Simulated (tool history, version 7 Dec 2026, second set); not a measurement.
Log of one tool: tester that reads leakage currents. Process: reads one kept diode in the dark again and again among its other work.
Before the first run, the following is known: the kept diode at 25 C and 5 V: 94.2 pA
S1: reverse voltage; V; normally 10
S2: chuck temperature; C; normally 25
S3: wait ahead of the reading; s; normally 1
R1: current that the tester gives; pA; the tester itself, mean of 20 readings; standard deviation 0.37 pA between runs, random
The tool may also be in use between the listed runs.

run 1 hour=0 | S1=10 S2=25 S3=1 | R1=116.34
run 2 hour=63.5 | S1=10 S2=25 S3=1 | R1=115.3
run 3 hour=158.9 | S1=10 S2=25 S3=6.65 | R1=110.96
run 4 hour=220.3 | S1=10 S2=34 S3=6.65 | R1=257.01
run 5 hour=299 | S1=10 S2=34 S3=6.65 | R1=255.49
-- hour=312.2 probe card cleaned and baked
run 6 hour=373.8 | S1=10 S2=34 S3=6.65 | R1=254.37
run 7 hour=494.1 | S1=6.9 S2=35 S3=1.54 | R1=247
run 8 hour=574.3 | S1=6.9 S2=35 S3=1.54 | R1=245.62
run 9 hour=703 | S1=6.9 S2=35 S3=1.54 | R1=243.54
run 10 hour=811.9 | S1=6.9 S2=35 S3=1.54 | R1=242.91

Some steps in R1, run to run, broken into two amounts with sign: the step expected even without the hidden condition (settings, incoming material, random variation), and the rest, left for the hidden condition together with whatever gauge scatter is not in both the measured and the hidden-condition-free result:
What the log doesn't record here: stray current of the dirty probe card, pA a volt; current scale over the true one, %; true chuck temperature over the reading, C; drift of the gauge itself on leakage_pa, %.
Run 3 -> 4: S2 25 -> 34. R1 +146.05 pA: hidden state -11.68, all else +157.73.

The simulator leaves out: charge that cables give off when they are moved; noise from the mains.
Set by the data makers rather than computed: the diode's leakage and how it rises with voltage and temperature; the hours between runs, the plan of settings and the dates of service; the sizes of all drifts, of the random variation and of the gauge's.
